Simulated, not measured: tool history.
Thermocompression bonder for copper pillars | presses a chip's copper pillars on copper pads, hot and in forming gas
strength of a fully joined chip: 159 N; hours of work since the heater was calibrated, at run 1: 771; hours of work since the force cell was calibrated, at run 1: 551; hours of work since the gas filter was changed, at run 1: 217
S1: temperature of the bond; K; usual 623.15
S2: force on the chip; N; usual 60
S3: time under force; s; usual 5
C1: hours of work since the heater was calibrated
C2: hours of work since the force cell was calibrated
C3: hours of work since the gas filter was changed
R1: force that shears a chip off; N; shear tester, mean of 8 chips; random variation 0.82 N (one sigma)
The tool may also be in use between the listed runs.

run   hour      S1  S2  S3   C1   C2   C3     R1
  1      0  623.15  60   5  771  551  217   83.8
  2   21.7  623.15  60   5  782  562  228   85.6
  3   50.8  623.15  60   5  797  577  243   84.9
      65.2  -- heater calibrated with a thermocouple chip
  4   71.6  623.15  60   5    3  587  252   85.3
  5  100.1  623.15  60   5   18  601  267   85.2
  6  127.5  623.15  60   5   32  615  281   86.5
  7  150.8  623.15  60   5   44  627  293   84.4
  8  164.9  623.15  60   5   51  635  300   85.4
  9  183.9  623.15  58   5   61  644  310   82.6
 10    204  623.15  58   5   71  655  320   83.8
 11  232.5  623.15  58   5   85  669  334   82.6
 12  248.7  623.15  58   5   94  677  343   83.2
 13  271.8  644.15  46   5  105  689  355   78.2
 14  288.4  623.15  89   5  114  698  363    113
 15  300.4  647.15  89   5  120  704  369  124.1
 16  329.1  611.15  49  10  135  718  384   84.6
 17  353.5  641.15  70   4  147  731  396   98.4
 18  366.8  601.15  76   3  154  738  403   73.5
 19  393.2  629.15  76  14  167  751  417  131.3
 20  412.8  612.15  63   5  177  761  427     82
 21    441  623.15  64   4  192  776  441   83.5
     457.4  -- forming gas filter changed
 22  458.8  623.15  54  10  201  784    1   96.8

Forecast each of these 4 alternatives for the next run:
  A  484.6  626.15  54  10  214  798  14   ?
  B  484.6  616.15  54   4  214  798  14   ?
  C  484.6  623.15  77   3  214  798  14   ?
  D  484.6  644.15  54  10  214  798  14   ?

run     R1
  A   98.8
  B   68.9
  C     87
  D  108.3
Without the tool's hidden state the same runs would have given:
run     R1
  A     99
  B     69
  C   87.2
  D  108.4

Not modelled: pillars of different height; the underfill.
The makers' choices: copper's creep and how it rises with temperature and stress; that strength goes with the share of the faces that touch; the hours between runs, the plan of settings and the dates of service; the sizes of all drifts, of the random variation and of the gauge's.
